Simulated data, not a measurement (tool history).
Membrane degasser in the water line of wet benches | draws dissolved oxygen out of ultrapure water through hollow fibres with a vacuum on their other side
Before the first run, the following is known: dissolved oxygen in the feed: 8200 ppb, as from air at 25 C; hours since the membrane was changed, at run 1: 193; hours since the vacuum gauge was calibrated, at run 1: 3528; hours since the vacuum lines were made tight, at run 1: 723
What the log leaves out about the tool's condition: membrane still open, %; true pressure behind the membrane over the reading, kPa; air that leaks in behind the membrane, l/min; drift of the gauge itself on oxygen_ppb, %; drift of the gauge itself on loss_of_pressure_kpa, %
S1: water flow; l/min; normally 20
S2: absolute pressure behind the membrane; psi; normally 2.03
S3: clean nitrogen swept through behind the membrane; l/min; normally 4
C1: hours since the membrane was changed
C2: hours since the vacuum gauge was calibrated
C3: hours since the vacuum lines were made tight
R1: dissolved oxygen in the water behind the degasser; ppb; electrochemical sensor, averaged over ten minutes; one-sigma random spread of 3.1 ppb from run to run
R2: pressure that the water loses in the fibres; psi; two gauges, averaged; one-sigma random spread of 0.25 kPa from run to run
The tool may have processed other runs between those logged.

run	hour	S1	S2	S3	C1	C2	C3	R1	R2
1	0	20	2.03	4	193	3528	723	308.4	9.562
2	72.2	20	1.6	4	265	3600	796	265.4	9.565
3	186.8	20	2.03	4	379	3715	910	306.2	9.61
4	291.7	20	2.03	4	484	3819	1015	304.4	9.625
5	353.6	20	1.51	4	546	3881	1077	261.9	9.562
6	433	20	1.51	4	626	3961	1156	259.1	9.562
7	509.9	20	2.03	4	702	4038	1233	304.4	9.538
8	579.1	20	2.03	4	772	4107	1302	309.4	9.562
9	647.6	20	2.03	4	840	4175	1371	306.4	9.545
10	697.8	20	2.03	4	890	4226	1421	304.9	9.558
11	801.5	20	2.03	4	994	4329	1525	306.6	9.522
12	879.2	20	2.03	4	1072	4407	1603	308.1	9.545
13	964.5	20	2.03	4	1157	4492	1688	306.3	9.538
14	1023	20	2.03	4	1216	4551	1746	305.6	9.536
15	1079.7	20	2.03	4	1272	4608	1803	303.8	9.565
16	1136.4	20	2.03	4	1329	4664	1860	307.5	9.593
17	1196.6	20	2.09	4.47	1389	4724	1920	297.4	9.538
18	1311.5	21	4.35	11.86	1504	4839	2035	308.3	9.993
19	1429.2	26	4.35	7.9	1622	4957	2153	473.6	12.499
20	1493.7	15	3.77	4	1686	5021	2217	307.4	7.161
21	1561	12	2.03	4.87	1754	5089	2284	135.7	5.774

Run 22, settings as shown, results not yet in. Your forecast:
22	1611.2	12	2.03	4.87	1804	5139	2335	?	?

R1: 135.9 ppb
R2: 5.739 psi
With the hidden condition absent and the run-to-run variation left alone, this run would have shown R1 135.8 ppb, R2 5.738 psi.
